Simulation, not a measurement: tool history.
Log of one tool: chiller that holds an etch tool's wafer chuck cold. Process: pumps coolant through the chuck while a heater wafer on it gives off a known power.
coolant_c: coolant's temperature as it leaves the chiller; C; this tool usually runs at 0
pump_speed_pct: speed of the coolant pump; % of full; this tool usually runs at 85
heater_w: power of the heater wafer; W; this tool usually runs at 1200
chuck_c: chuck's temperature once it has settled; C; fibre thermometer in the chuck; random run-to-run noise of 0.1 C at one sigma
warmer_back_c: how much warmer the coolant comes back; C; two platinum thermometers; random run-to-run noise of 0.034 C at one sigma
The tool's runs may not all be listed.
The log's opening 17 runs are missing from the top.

run    hour  coolant_c  pump_speed_pct  heater_w  chuck_c  warmer_back_c
 18  2268.8         -9              85      1195      5.0           4.97
 19  2348.7         -9              85      1195      4.9           4.95
 20  2517.6         -7              85      1003      4.8           4.20
 21  2657.8         -3              90       880      6.8           3.43
 22  2829.6         -7              98      1391      7.2           4.92
     2881.6  -- chiller's thermometer calibrated
 23  2913.3          9              79      1680     30.1           7.65
 24  3065.9          9              85      1776     29.8           7.37
 25  3162.3         -9              83      1745     12.0           7.48
 26  3253.6         -9              83      1745     11.8           7.48
 27  3349.1         -5              83      1047      7.6           4.50
 28  3428.8         -6              83       672      2.1           2.90
 29  3580.5         -8              66       731      3.1           4.05
 30  3722.5         -8              66       731      3.0           4.04
 31  3805.6         -8              96       731     -0.5           2.66
 32  3879.5          1              85      1204     15.2           5.01
 33  4026.7          1              85      1204     15.1           5.09

Each row is a separate what-if for the run after 33, all from the same tool condition, not one after another. Results?
  A  4170.3         -9              85      1210        ?              ?
  B  4170.3          0              85      1110        ?              ?
  C  4170.3          0              93      1200        ?              ?

run  chuck_c  warmer_back_c
  A      5.2           5.07
  B     12.9           4.64
  C     13.0           4.48
Without the tool's unlogged condition, the same runs would have read:
run  chuck_c  warmer_back_c
  A      5.2           5.06
  B     12.9           4.63
  C     13.0           4.47
